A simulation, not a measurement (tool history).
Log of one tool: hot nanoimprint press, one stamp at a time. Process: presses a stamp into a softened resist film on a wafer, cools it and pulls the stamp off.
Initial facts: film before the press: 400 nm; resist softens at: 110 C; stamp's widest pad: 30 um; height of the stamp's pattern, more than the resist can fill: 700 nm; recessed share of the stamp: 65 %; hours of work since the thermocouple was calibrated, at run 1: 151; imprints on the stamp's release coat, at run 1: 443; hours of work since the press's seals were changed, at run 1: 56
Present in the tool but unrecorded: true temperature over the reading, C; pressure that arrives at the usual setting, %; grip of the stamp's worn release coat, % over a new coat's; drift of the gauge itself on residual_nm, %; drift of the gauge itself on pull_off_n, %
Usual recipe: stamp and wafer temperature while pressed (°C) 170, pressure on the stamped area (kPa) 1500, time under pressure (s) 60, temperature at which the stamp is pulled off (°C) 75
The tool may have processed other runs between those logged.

| run | day | stamp and wafer temperature while pressed (°C) | pressure on the stamped area (kPa) | time under pressure (s) | temperature at which the stamp is pulled off (°C) | hours of work since the thermocouple was calibrated | imprints on the stamp's release coat | hours of work since the press's seals were changed | resist left under the stamp's widest pad (nm) | greatest force while the stamp is pulled off (N) |
|---|---|---|---|---|---|---|---|---|---|---|
| 1 | 0.000 | 170 | 1500 | 60 | 75 | 151 | 443 | 56 | 142.5 | 195 |
| 2 | 0.238 | 170 | 1500 | 60 | 75 | 156 | 464 | 60 | 141.1 | 196 |
| 3 | 0.604 | 170 | 1500 | 60 | 75 | 162 | 495 | 67 | 141.8 | 194 |
| 4 | 0.925 | 170 | 1500 | 60 | 75 | 168 | 522 | 72 | 141.9 | 195 |
| 5 | 1.150 | 170 | 900 | 60 | 75 | 172 | 542 | 76 | 182.0 | 190 |
| 6 | 1.383 | 170 | 900 | 60 | 75 | 176 | 562 | 81 | 181.4 | 190 |
| 7 | 1.638 | 170 | 900 | 60 | 75 | 181 | 583 | 85 | 181.7 | 197 |
| 8 | 1.846 | 170 | 2030 | 60 | 75 | 185 | 601 | 89 | 122.7 | 196 |
| 9 | 2.038 | 170 | 2030 | 73 | 75 | 188 | 618 | 93 | 112.5 | 201 |
| 10 | 2.396 | 170 | 2030 | 73 | 75 | 195 | 648 | 99 | 112.0 | 199 |
| 11 | 2.646 | 170 | 1500 | 60 | 75 | 199 | 670 | 104 | 142.3 | 197 |
| 12 | 2.983 | 170 | 1500 | 60 | 75 | 205 | 698 | 110 | 142.4 | 198 |
|  | 3.254 | stamp cleaned and given a new release coat |
| 13 | 3.517 | 170 | 1370 | 60 | 75 | 210 | 23 | 115 | 150.0 | 197 |
| 14 | 3.783 | 170 | 1370 | 60 | 75 | 215 | 46 | 120 | 150.3 | 198 |
| 15 | 4.071 | 170 | 1370 | 60 | 75 | 220 | 70 | 125 | 148.4 | 192 |
| 16 | 4.375 | 170 | 2150 | 60 | 75 | 226 | 96 | 130 | 120.3 | 190 |
| 17 | 4.767 | 165 | 1710 | 46 | 74 | 233 | 130 | 137 | 204.3 | 198 |
| 18 | 4.992 | 165 | 1710 | 46 | 74 | 237 | 149 | 141 | 202.0 | 202 |
| 19 | 5.358 | 159 | 1710 | 46 | 74 | 244 | 180 | 148 | 280.5 | 200 |
| 20 | 5.579 | 159 | 1110 | 47 | 78 | 248 | 199 | 152 | 310.0 | 177 |
| 21 | 5.854 | 170 | 1500 | 60 | 72 | 253 | 223 | 157 | 143.0 | 209 |
| 22 | 6.129 | 170 | 1500 | 60 | 72 | 258 | 246 | 162 | 141.6 | 206 |
| 23 | 6.404 | 170 | 1500 | 60 | 72 | 263 | 270 | 167 | 140.4 | 212 |
| 24 | 6.742 | 170 | 1500 | 38 | 72 | 269 | 299 | 173 | 172.2 | 207 |
| 25 | 7.096 | 159 | 1210 | 38 | 72 | 275 | 329 | 180 | 317.6 | 198 |
| 26 | 7.338 | 159 | 1210 | 38 | 72 | 280 | 350 | 184 | 315.8 | 212 |
| 27 | 7.733 | 170 | 1770 | 60 | 70 | 287 | 384 | 191 | 129.7 | 219 |
| 28 | 8.058 | 170 | 1490 | 75 | 75 | 293 | 411 | 197 | 130.3 | 189 |

Run 29, settings as shown, results not yet in. Your forecast:
| 29 | 8.417 | 181 | 1500 | 85 | 75 | 299 | 442 | 203 | ? | ? |

{"run 29": {"resist left under the stamp's widest pad (nm)": 62.3, "greatest force while the stamp is pulled off (N)": 191}}
Had the tool carried no hidden state, the very same run would have given resist left under the stamp's widest pad (nm) 62.2, greatest force while the stamp is pulled off (N) 190.
